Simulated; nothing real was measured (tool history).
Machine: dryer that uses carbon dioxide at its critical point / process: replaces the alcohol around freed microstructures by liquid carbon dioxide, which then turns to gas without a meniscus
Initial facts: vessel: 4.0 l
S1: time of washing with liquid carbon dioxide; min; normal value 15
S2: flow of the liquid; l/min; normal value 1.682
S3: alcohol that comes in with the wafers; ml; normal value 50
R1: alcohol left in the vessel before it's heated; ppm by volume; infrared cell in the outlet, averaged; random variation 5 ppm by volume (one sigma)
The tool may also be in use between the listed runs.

run 1 hour=0.0 | S1=15 S2=1.682 S3=50 | R1=67
run 2 hour=8.3 | S1=22 S2=1.682 S3=50 | R1=36
run 3 hour=20.7 | S1=24 S2=1.682 S3=50 | R1=30
run 4 hour=29.4 | S1=15 S2=1.682 S3=50 | R1=60
run 5 hour=38.1 | S1=15 S2=1.682 S3=50 | R1=69
run 6 hour=51.6 | S1=15 S2=1.682 S3=50 | R1=77
run 7 hour=61.0 | S1=12 S2=1.140 S3=50 | R1=580
run 8 hour=74.1 | S1=15 S2=1.120 S3=50 | R1=286
run 9 hour=82.7 | S1=18 S2=1.970 S3=42 | R1=34
run 10 hour=93.9 | S1=21 S2=1.140 S3=33 | R1=65
run 11 hour=108.4 | S1=21 S2=1.140 S3=33 | R1=62
run 12 hour=115.5 | S1=21 S2=1.520 S3=50 | R1=47

3 ways to go on from here, each from the tool as it stands after run 12. What would each give?
run A hour=121.6 | S1=9 S2=2.820 S3=89 | R1=?
run B hour=121.6 | S1=21 S2=1.520 S3=32 | R1=?
run C hour=121.6 | S1=22 S2=1.280 S3=50 | R1=?

run=A R1=109
run=B R1=39
run=C R1=61
Take away the tool's hidden state, keep each run's random variation, and the runs would have read:
run=A R1=47
run=B R1=6
run=C R1=22
